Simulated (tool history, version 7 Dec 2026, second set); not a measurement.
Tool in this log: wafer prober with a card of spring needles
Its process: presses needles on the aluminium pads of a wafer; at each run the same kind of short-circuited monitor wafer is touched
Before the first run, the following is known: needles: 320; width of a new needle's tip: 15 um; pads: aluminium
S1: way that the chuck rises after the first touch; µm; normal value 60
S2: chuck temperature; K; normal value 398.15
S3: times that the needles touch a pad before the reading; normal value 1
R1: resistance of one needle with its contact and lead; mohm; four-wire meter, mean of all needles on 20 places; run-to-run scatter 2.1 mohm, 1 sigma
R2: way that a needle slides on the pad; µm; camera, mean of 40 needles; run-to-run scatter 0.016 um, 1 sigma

{"run": 1, "day": 0.0, "S1": 60, "S2": 398.15, "S3": 1, "R1": 370, "R2": 16.46}
{"day": 0.346, "done": "tips cleaned on abrasive film"}
{"run": 2, "day": 0.754, "S1": 60, "S2": 398.15, "S3": 1, "R1": 405, "R2": 16.41}
{"day": 1.033, "done": "tips cleaned on abrasive film"}
{"run": 3, "day": 1.567, "S1": 61, "S2": 398.15, "S3": 1, "R1": 396, "R2": 16.69}
{"day": 1.729, "done": "tips cleaned on abrasive film"}
{"day": 2.396, "done": "tips cleaned on abrasive film"}
{"run": 4, "day": 2.754, "S1": 61, "S2": 398.15, "S3": 1, "R1": 379, "R2": 16.65}
{"day": 2.862, "done": "height of the first contact set anew"}
{"day": 3.092, "done": "tips cleaned on abrasive film"}
{"run": 5, "day": 3.462, "S1": 61, "S2": 398.15, "S3": 1, "R1": 380, "R2": 16.92}
{"day": 3.842, "done": "tips cleaned on abrasive film"}
{"run": 6, "day": 4.079, "S1": 61, "S2": 398.15, "S3": 3, "R1": 278, "R2": 16.87}
{"day": 4.521, "done": "tips cleaned on abrasive film"}
{"run": 7, "day": 4.871, "S1": 61, "S2": 398.15, "S3": 3, "R1": 280, "R2": 16.87}
{"day": 5.233, "done": "tips cleaned on abrasive film"}
{"day": 5.912, "done": "tips cleaned on abrasive film"}
{"run": 8, "day": 5.938, "S1": 61, "S2": 398.15, "S3": 3, "R1": 242, "R2": 16.84}
{"day": 6.621, "done": "tips cleaned on abrasive film"}
{"run": 9, "day": 7.021, "S1": 61, "S2": 398.15, "S3": 3, "R1": 281, "R2": 16.83}
{"day": 7.317, "done": "tips cleaned on abrasive film"}
{"day": 7.779, "done": "tips cleaned on abrasive film, once more"}
{"run": 10, "day": 8.2, "S1": 61, "S2": 398.15, "S3": 1, "R1": 387, "R2": 16.77}
{"day": 8.533, "done": "tips cleaned on abrasive film"}
{"day": 9.225, "done": "tips cleaned on abrasive film"}
{"run": 11, "day": 9.475, "S1": 60, "S2": 316.15, "S3": 1, "R1": 368, "R2": 16.51}
{"day": 9.979, "done": "tips cleaned on abrasive film"}
{"run": 12, "day": 10.558, "S1": 60, "S2": 398.15, "S3": 1, "R1": 402, "R2": 16.49}
{"day": 10.675, "done": "tips cleaned on abrasive film"}
{"run": 13, "day": 11.204, "S1": 61, "S2": 398.15, "S3": 1, "R1": 390, "R2": 16.75}
{"day": 11.396, "done": "tips cleaned on abrasive film"}
{"day": 12.088, "done": "tips cleaned on abrasive film"}
{"run": 14, "day": 12.567, "S1": 71, "S2": 398.15, "S3": 1, "R1": 346, "R2": 19.54}
{"day": 12.838, "done": "tips cleaned on abrasive film"}
{"run": 15, "day": 13.475, "S1": 71, "S2": 398.15, "S3": 1, "R1": 354, "R2": 19.47}
{"day": 13.612, "done": "tips cleaned on abrasive film"}
{"run": 16, "day": 14.196, "S1": 71, "S2": 398.15, "S3": 1, "R1": 355, "R2": 19.47}
{"day": 14.317, "done": "tips cleaned on abrasive film"}
{"day": 14.521, "done": "height of the first contact set anew"}
{"day": 15.096, "done": "tips cleaned on abrasive film"}
{"run": 17, "day": 15.433, "S1": 65, "S2": 398.15, "S3": 1, "R1": 356, "R2": 18.01}
{"day": 15.817, "done": "tips cleaned on abrasive film"}
{"run": 18, "day": 16.029, "S1": 51, "S2": 311.15, "S3": 1, "R1": 407, "R2": 14.12}
{"day": 16.533, "done": "tips cleaned on abrasive film"}
{"run": 19, "day": 16.629, "S1": 60, "S2": 359.15, "S3": 1, "R1": 316, "R2": 16.61}
{"day": 17.283, "done": "tips cleaned on abrasive film"}
{"run": 20, "day": 17.388, "S1": 69, "S2": 398.15, "S3": 2, "R1": 260, "R2": 19.07}
{"day": 18.012, "done": "tips cleaned on abrasive film"}
{"day": 18.708, "done": "tips cleaned on abrasive film"}
{"run": 21, "day": 18.808, "S1": 44, "S2": 353.15, "S3": 2, "R1": 333, "R2": 12.12}

Predict the results of run 22:
{"day": 19.388, "done": "tips cleaned on abrasive film"}
{"run": 22, "day": 19.454, "S1": 44, "S2": 310.15, "S3": 3, "R1": "?", "R2": "?"}

Run 22 came out at R1 270 mohm, R2 12.10 µm.
Minus the tool's unlogged condition, the same run would have read R1 210 mohm, R2 12.20 µm.

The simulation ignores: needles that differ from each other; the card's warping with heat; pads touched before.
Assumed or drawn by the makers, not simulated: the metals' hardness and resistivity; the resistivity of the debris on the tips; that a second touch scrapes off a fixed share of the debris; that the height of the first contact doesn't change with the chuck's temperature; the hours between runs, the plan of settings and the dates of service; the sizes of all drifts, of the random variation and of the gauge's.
